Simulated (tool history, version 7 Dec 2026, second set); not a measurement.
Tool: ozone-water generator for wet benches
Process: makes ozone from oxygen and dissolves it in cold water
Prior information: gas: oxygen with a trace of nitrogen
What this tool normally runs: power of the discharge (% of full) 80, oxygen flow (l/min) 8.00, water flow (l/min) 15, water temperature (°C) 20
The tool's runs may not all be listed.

run,day,power of the discharge (% of full),oxygen flow (l/min),water flow (l/min),water temperature (°C),dissolved ozone (ppm),ozone in the gas ahead of the water (g/m3)
1,0.000,80,8.00,15,20,44.3,271.1
2,3.183,80,8.00,15,20,44.6,271.9
3,6.400,80,8.00,12,20,48.7,271.8
4,9.688,80,8.00,15,20,44.0,273.0
5,12.542,48,8.00,15,20,32.8,204.8
6,16.179,48,8.00,15,20,32.9,203.8
7,19.829,80,8.00,15,20,43.8,273.1
8,22.042,80,8.00,15,20,43.9,270.7
9,24.367,80,8.00,15,20,44.0,275.4
10,26.479,80,8.00,15,20,44.3,273.7
11,28.346,97,8.00,15,20,49.1,310.5
12,30.304,97,4.22,15,20,55.7,455.3
13,32.862,83,8.00,15,20,44.9,284.0
14,36.533,83,8.00,15,20,45.3,279.6
15,38.371,83,8.00,15,20,45.1,283.0
16,40.267,83,8.00,15,20,45.1,285.4
17,43.238,80,8.00,14,20,45.9,275.4
18,44.808,80,8.00,21,22,34.8,277.8
19,47.371,80,8.00,21,22,35.1,277.2
20,51.125,80,8.00,21,22,35.0,279.3
21,53.021,80,8.00,22,20,35.8,279.8
# day 54.417: gauge calibrated
22,55.488,80,8.00,22,20,35.8,270.6
23,58.921,86,6.83,15,21,47.4,310.8
# day 59.888: contactor cleaned
24,61.129,86,6.83,15,21,47.1,312.5
25,63.417,80,7.60,16,14,48.8,280.9
26,65.775,97,9.33,12,13,61.8,278.0
27,68.379,97,9.33,12,13,61.0,276.3
28,70.996,51,8.00,13,22,35.1,212.9
29,73.738,80,4.50,15,21,48.0,392.0
30,76.817,73,4.53,17,18,44.4,369.1
31,78.538,89,9.77,17,25,37.4,258.9
32,81.017,52,9.77,23,20,26.2,189.4
33,83.050,48,7.80,15,20,32.9,209.6
34,85.338,75,14.28,23,14,32.6,183.8

3 options for the next run, each taken on its own from the tool as it stands now. Forecast them:
A,88.854,75,4.36,14,17,?,?
B,88.854,82,14.28,17,14,?,?
C,88.854,75,11.12,23,21,?,?

run,dissolved ozone (ppm),ozone in the gas ahead of the water (g/m3)
A,52.4,384.5
B,40.6,195.8
C,30.2,216.2
Had the tool no hidden state, the same runs would have come out as:
run,dissolved ozone (ppm),ozone in the gas ahead of the water (g/m3)
A,52.4,378.0
B,40.6,192.5
C,30.3,212.5

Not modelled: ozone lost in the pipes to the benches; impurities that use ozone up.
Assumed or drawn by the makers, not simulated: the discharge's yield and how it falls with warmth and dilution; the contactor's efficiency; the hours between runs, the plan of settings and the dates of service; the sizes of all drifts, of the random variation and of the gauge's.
